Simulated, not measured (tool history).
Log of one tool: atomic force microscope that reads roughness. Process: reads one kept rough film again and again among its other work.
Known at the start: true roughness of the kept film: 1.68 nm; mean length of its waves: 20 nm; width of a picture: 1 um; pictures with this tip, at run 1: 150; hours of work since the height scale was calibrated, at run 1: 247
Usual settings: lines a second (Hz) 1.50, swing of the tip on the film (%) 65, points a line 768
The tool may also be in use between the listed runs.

run,hour,lines a second (Hz),swing of the tip on the film (%),points a line,pictures with this tip,hours of work since the height scale was calibrated,roughness of the kept film (nm (root mean square))
1,0.0,1.50,65,768,150,247,1.441
2,8.2,1.11,65,768,163,251,1.470
3,21.9,1.11,65,768,186,258,1.470
4,29.6,1.11,86,768,198,262,1.341
5,44.6,1.50,65,294,222,269,1.411
6,55.8,1.50,65,294,240,275,1.407
7,65.7,1.50,65,364,257,279,1.406
8,83.8,2.61,85,700,286,288,1.155
9,95.6,2.61,85,700,305,294,1.166
# hour 107.6: new tip fitted
10,110.5,0.63,85,537,4,301,1.426
11,121.7,0.69,60,768,22,307,1.517
12,139.5,0.69,60,768,51,316,1.503
13,157.8,1.50,65,638,81,325,1.440

Hidden state at the last listed run before each entry between runs and at the first one after, where it differs:
Between runs 9 and 10: new tip fitted (hour 107.6)
  radius of the tip, nm: 5.3 -> 5
